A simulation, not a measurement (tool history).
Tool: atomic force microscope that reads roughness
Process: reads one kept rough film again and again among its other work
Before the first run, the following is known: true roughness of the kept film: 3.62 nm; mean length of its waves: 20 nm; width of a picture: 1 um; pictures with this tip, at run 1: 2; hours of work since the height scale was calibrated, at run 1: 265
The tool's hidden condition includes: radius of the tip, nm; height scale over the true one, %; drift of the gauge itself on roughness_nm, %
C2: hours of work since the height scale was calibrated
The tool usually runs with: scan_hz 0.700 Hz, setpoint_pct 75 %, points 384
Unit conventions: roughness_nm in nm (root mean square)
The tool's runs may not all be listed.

Run 1, hour 0.0: usual settings; pictures with this tip 2; C2 265. Result: roughness_nm 2.867 nm (root mean square).
Run 2, hour 8.5: usual settings but points 264; pictures with this tip 19; C2 270. Result: roughness_nm 2.712 nm (root mean square).
Run 3, hour 17.6: usual settings but points 264; pictures with this tip 38; C2 275. Result: roughness_nm 2.626 nm (root mean square).
Run 4, hour 24.8: usual settings but points 264; pictures with this tip 52; C2 280. Result: roughness_nm 2.581 nm (root mean square).
Run 5, hour 32.0: usual settings but points 264; pictures with this tip 67; C2 284. Result: roughness_nm 2.532 nm (root mean square).
Run 6, hour 42.1: usual settings but points 264; pictures with this tip 87; C2 290. Result: roughness_nm 2.481 nm (root mean square).
Run 7, hour 47.8: usual settings but points 264; pictures with this tip 99; C2 294. Result: roughness_nm 2.431 nm (root mean square).
Run 8, hour 58.7: usual settings but points 264; pictures with this tip 121; C2 300. Result: roughness_nm 2.387 nm (root mean square).
Run 9, hour 64.2: usual settings but points 422; pictures with this tip 132; C2 303. Result: roughness_nm 2.389 nm (root mean square).
Run 10, hour 71.2: usual settings but points 422; pictures with this tip 146; C2 308. Result: roughness_nm 2.328 nm (root mean square).
At hour 82.3: new tip fitted.
Run 11, hour 82.3: usual settings but points 789; pictures with this tip 0; C2 314. Result: roughness_nm 2.933 nm (root mean square).
Run 12, hour 88.3: usual settings but points 789; pictures with this tip 12; C2 318. Result: roughness_nm 2.877 nm (root mean square).
Run 13, hour 98.1: usual settings; pictures with this tip 32; C2 324. Result: roughness_nm 2.782 nm (root mean square).
Run 14, hour 104.9: usual settings but points 582; pictures with this tip 45; C2 328. Result: roughness_nm 2.742 nm (root mean square).
At hour 106.4: height scale calibrated on a step standard.
Run 15, hour 112.7: usual settings but points 486; pictures with this tip 59; C2 4. Result: roughness_nm 2.676 nm (root mean square).
Run 16, hour 118.9: usual settings but scan_hz 1.890 Hz, setpoint_pct 63 %, points 1012; pictures with this tip 72; C2 8. Result: roughness_nm 2.615 nm (root mean square).
Run 17, hour 126.0: usual settings but scan_hz 1.096 Hz, setpoint_pct 66 %, points 301; pictures with this tip 86; C2 12. Result: roughness_nm 2.552 nm (root mean square).
Run 18, hour 136.3: usual settings but scan_hz 1.096 Hz, setpoint_pct 66 %, points 301; pictures with this tip 107; C2 18. Result: roughness_nm 2.459 nm (root mean square).
Run 19, hour 146.8: usual settings but scan_hz 1.222 Hz, setpoint_pct 81 %, points 809; pictures with this tip 128; C2 24. Result: roughness_nm 2.354 nm (root mean square).
Run 20, hour 156.7: usual settings but setpoint_pct 67 %, points 847; pictures with this tip 148; C2 30. Result: roughness_nm 2.421 nm (root mean square).
At hour 161.6: height scale calibrated on a step standard, once more.
Run 21, hour 164.9: usual settings but setpoint_pct 67 %, points 847; pictures with this tip 163; C2 2. Result: roughness_nm 2.405 nm (root mean square).
At hour 168.7: new tip fitted.
Run 22, hour 172.0: usual settings but scan_hz 1.569 Hz, setpoint_pct 65 %, points 388; pictures with this tip 7; C2 6. Result: roughness_nm 2.842 nm (root mean square).
Run 23, hour 181.1: usual settings but scan_hz 1.569 Hz, points 801; pictures with this tip 26; C2 12. Result: roughness_nm 2.705 nm (root mean square).
Run 24, hour 185.9: usual settings but scan_hz 3.339 Hz, setpoint_pct 88 %, points 371; pictures with this tip 35; C2 14. Result: roughness_nm 2.175 nm (root mean square).
Run 25, hour 191.9: usual settings but points 263; pictures with this tip 47; C2 18. Result: roughness_nm 2.674 nm (root mean square).
Run 26, hour 198.4: usual settings but scan_hz 2.052 Hz, setpoint_pct 85 %, points 381; pictures with this tip 60; C2 22. Result: roughness_nm 2.359 nm (root mean square).
Run 27, hour 206.6: usual settings but scan_hz 1.096 Hz, setpoint_pct 62 %, points 493; pictures with this tip 77; C2 27. Result: roughness_nm 2.645 nm (root mean square).
Run 28, hour 214.7: usual settings but setpoint_pct 88 %; pictures with this tip 94; C2 32. Result: roughness_nm 2.480 nm (root mean square).

5 options for the next run, each taken on its own from the tool as it stands now. Forecast them:
Run A, hour 223.7: usual settings but setpoint_pct 56 %; pictures with this tip 112; C2 37. Result: roughness_nm ?.
Run B, hour 223.7: usual settings but scan_hz 2.579 Hz; pictures with this tip 112; C2 37. Result: roughness_nm ?.
Run C, hour 223.7: usual settings but scan_hz 2.733 Hz, setpoint_pct 81 %; pictures with this tip 112; C2 37. Result: roughness_nm ?.
Run D, hour 223.7: usual settings but setpoint_pct 67 %, points 301; pictures with this tip 112; C2 37. Result: roughness_nm ?.
Run E, hour 223.7: usual settings but scan_hz 2.523 Hz, setpoint_pct 88 %; pictures with this tip 112; C2 37. Result: roughness_nm ?.

run  roughness_nm
  A         2.545
  B         2.285
  C         2.196
  D         2.506
  E         2.094
Without the tool's unlogged condition, the same runs would have read:
run  roughness_nm
  A         2.980
  B         2.677
  C         2.572
  D         2.935
  E         2.452
